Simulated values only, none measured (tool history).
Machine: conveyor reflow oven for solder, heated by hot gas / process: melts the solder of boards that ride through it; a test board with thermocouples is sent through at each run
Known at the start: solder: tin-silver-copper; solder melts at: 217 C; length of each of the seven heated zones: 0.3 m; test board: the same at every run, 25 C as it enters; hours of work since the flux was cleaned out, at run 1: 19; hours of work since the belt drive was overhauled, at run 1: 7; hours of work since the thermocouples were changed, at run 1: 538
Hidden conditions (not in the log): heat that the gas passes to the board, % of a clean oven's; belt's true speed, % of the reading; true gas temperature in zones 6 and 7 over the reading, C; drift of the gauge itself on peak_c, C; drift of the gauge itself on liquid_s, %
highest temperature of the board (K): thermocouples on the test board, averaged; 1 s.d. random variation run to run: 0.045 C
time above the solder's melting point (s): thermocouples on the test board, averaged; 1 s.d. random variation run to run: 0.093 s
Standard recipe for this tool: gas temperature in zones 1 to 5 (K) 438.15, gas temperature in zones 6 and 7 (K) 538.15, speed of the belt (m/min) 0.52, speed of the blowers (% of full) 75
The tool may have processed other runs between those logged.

| run | hour | gas temperature in zones 1 to 5 (K) | gas temperature in zones 6 and 7 (K) | speed of the belt (m/min) | speed of the blowers (% of full) | hours of work since the flux was cleaned out | hours of work since the belt drive was overhauled | hours of work since the thermocouples were changed | highest temperature of the board (K) | time above the solder's melting point (s) |
|---|---|---|---|---|---|---|---|---|---|---|
| 1 | 0 | 438.15 | 538.15 | 0.52 | 75 | 19 | 7 | 538 | 523.99 | 49.02 |
| 2 | 10.2 | 438.15 | 538.15 | 0.52 | 75 | 26 | 14 | 545 | 523.93 | 48.98 |
| 3 | 15.3 | 438.15 | 538.15 | 0.52 | 75 | 29 | 18 | 549 | 523.88 | 48.72 |
| 4 | 25.5 | 438.15 | 538.15 | 0.457 | 75 | 37 | 25 | 556 | 527.6 | 59.12 |
| 5 | 34.4 | 438.15 | 533.15 | 0.52 | 75 | 43 | 31 | 562 | 519.5 | 45.68 |
| 6 | 39.8 | 438.15 | 533.15 | 0.52 | 75 | 47 | 35 | 566 | 519.5 | 45.75 |
| 7 | 45.1 | 446.15 | 538.15 | 0.52 | 75 | 50 | 39 | 570 | 525.17 | 52.09 |
| 8 | 56.8 | 446.15 | 538.15 | 0.52 | 75 | 59 | 47 | 578 | 525.08 | 52.08 |
| 9 | 65.5 | 446.15 | 538.15 | 0.52 | 75 | 65 | 53 | 584 | 525.18 | 52.15 |
| 10 | 72.9 | 438.15 | 538.15 | 0.52 | 75 | 70 | 58 | 589 | 523.92 | 48.8 |
| 11 | 85.1 | 449.15 | 538.15 | 0.52 | 75 | 79 | 67 | 598 | 525.58 | 53.22 |
| 12 | 95.8 | 438.15 | 538.15 | 0.52 | 75 | 86 | 74 | 605 | 524 | 48.91 |
| 13 | 103.6 | 438.15 | 534.15 | 0.52 | 75 | 92 | 80 | 611 | 520.3 | 46.35 |
| 14 | 110.7 | 438.15 | 534.15 | 0.52 | 75 | 97 | 85 | 616 | 520.35 | 46.43 |
| 15 | 117.3 | 438.15 | 534.15 | 0.52 | 75 | 101 | 89 | 620 | 520.39 | 46.31 |
| 16 | 123.3 | 447.15 | 545.15 | 0.52 | 75 | 105 | 94 | 625 | 531.58 | 55.79 |
| 17 | 134.5 | 438.15 | 539.15 | 0.516 | 75 | 113 | 102 | 633 | 525.11 | 50 |
| 18 | 141.9 | 438.15 | 539.15 | 0.516 | 75 | 119 | 107 | 638 | 525.05 | 49.74 |
| 19 | 148.7 | 433.15 | 538.15 | 0.501 | 54 | 123 | 112 | 643 | 520.49 | 45.83 |
| 20 | 155.6 | 451.15 | 546.15 | 0.506 | 75 | 128 | 116 | 647 | 533.73 | 60.1 |
| 21 | 166.2 | 438.15 | 548.15 | 0.52 | 75 | 136 | 124 | 655 | 532.98 | 53.77 |
| 22 | 174.5 | 443.15 | 538.15 | 0.548 | 75 | 142 | 130 | 661 | 523.12 | 46.75 |
| 23 | 182.6 | 443.15 | 538.15 | 0.548 | 75 | 147 | 135 | 666 | 523.09 | 46.8 |
| 24 | 188.1 | 445.15 | 538.15 | 0.548 | 86 | 151 | 139 | 670 | 524.88 | 48.91 |
| 25 | 199 | 445.15 | 538.15 | 0.548 | 86 | 159 | 147 | 678 | 524.92 | 48.86 |
| 26 | 210 | 438.15 | 536.15 | 0.46 | 75 | 167 | 155 | 686 | 525.51 | 57.63 |
| 27 | 219.4 | 438.15 | 536.15 | 0.46 | 75 | 173 | 161 | 692 | 525.45 | 57.41 |
| 28 | 231.8 | 438.15 | 536.15 | 0.46 | 75 | 182 | 170 | 701 | 525.37 | 57.47 |

Here are 5 independent what-if runs from the current tool condition. What would each one return?
| A | 237.2 | 429.15 | 538.15 | 0.543 | 75 | 186 | 174 | 705 | ? | ? |
| B | 237.2 | 438.15 | 531.15 | 0.46 | 54 | 186 | 174 | 705 | ? | ? |
| C | 237.2 | 436.15 | 538.15 | 0.445 | 70 | 186 | 174 | 705 | ? | ? |
| D | 237.2 | 438.15 | 537.15 | 0.52 | 75 | 186 | 174 | 705 | ? | ? |
| E | 237.2 | 423.15 | 536.15 | 0.46 | 75 | 186 | 174 | 705 | ? | ? |

| run | highest temperature of the board (K) | time above the solder's melting point (s) |
|---|---|---|
| A | 521.14 | 42.2 |
| B | 517.73 | 50.4 |
| C | 527.24 | 60.14 |
| D | 523.14 | 48.29 |
| E | 523.71 | 52.17 |
Without the tool's hidden state the same runs would have given:
| run | highest temperature of the board (K) | time above the solder's melting point (s) |
|---|---|---|
| A | 521.17 | 42.22 |
| B | 517.75 | 50.42 |
| C | 527.27 | 60.15 |
| D | 523.17 | 48.31 |
| E | 523.74 | 52.18 |

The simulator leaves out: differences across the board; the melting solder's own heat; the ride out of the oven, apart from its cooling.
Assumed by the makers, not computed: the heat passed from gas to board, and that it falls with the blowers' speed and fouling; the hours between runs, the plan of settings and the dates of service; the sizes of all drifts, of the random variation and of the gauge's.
